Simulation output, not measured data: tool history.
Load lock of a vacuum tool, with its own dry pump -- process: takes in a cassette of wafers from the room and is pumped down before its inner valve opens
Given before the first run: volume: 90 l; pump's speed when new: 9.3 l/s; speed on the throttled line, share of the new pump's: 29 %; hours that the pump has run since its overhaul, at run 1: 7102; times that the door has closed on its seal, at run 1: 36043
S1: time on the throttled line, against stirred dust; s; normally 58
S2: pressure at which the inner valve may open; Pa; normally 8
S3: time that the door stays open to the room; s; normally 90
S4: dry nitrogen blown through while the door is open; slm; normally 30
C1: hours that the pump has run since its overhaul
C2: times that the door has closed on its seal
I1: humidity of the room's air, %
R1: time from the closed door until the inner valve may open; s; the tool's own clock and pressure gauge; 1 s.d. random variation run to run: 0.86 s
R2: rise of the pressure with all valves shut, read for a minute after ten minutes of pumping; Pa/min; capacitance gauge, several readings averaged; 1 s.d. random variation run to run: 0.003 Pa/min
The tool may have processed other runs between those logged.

run      day  S1  S2   S3  S4     C1     C2    I1     R1     R2
  1    0.000  58   8   90  30   7102  36043  47.4  133.7  0.012
  2   13.129  58   8   90  30   7418  37427  43.8  133.0  0.012
  3   30.158  58   8   90  30   7826  39222  47.8  133.3  0.006
  4   51.646  58   8   90  30   8342  41487  46.6  133.7  0.006
  5   76.946  58   8   90  30   8949  44153  44.3  134.1  0.014
  6   87.838  58   8   90  30   9211  45301  44.6  132.9  0.016
  7  111.167  58   8   90  30   9771  47761  44.6  134.1  0.010
  8  128.308  58   8   90  30  10182  49567  44.5  133.0  0.012
  9  143.621  43   8   90  30  10549  51181  47.9  124.2  0.014
 10  167.121  58   8  220  30  11113  53658  44.3  132.8  0.019
 11  184.812  60   8   90  30  11538  55523  46.1  133.8  0.011
 12  200.729  60   8   90  30  11920  57201  43.7  135.3  0.009
     202.038  -- door's seal changed, seat wiped
 13  224.812  60   8   90  30  12496   2400  46.5  135.3  0.007
 14  248.071  60   8   90  30  13055   4852  45.6  134.2  0.012
 15  262.929  60   8   90  30  13411   6418  45.7  136.0  0.013
 16  278.762  60   8   90  30  13791   8087  46.3  135.2  0.009
 17  290.158  60   8   90  30  14065   9288  45.1  136.1  0.008
 18  309.033  60   8   90  30  14518  11278  46.4  133.8  0.007
 19  333.188  58   8   41   6  15098  13824  44.2  135.8  0.014
 20  354.288  81   8  176  30  15604  16048  44.7  150.6  0.009
 21  379.121  81   8  176  30  16200  18665  43.0  150.1  0.019
 22  403.262  75  13   90  30  16779  21210  42.3  141.0  0.010
 23  421.829  74   9   48  23  17225  23167  44.0  144.2  0.008
 24  435.538  74   9   48  23  17554  24612  45.2  145.1  0.003
 25  448.212  56   8   90  30  17858  25948  46.2  132.1  0.004

Expected results for the next run?
 26  464.038  56   8  90  30  18238  27616  47.7   ?   ?

R1: 133.7 s
R2: 0.014 Pa/min
Minus the tool's unlogged condition, the same run would have read R1 133.7 s, R2 0.014 Pa/min.

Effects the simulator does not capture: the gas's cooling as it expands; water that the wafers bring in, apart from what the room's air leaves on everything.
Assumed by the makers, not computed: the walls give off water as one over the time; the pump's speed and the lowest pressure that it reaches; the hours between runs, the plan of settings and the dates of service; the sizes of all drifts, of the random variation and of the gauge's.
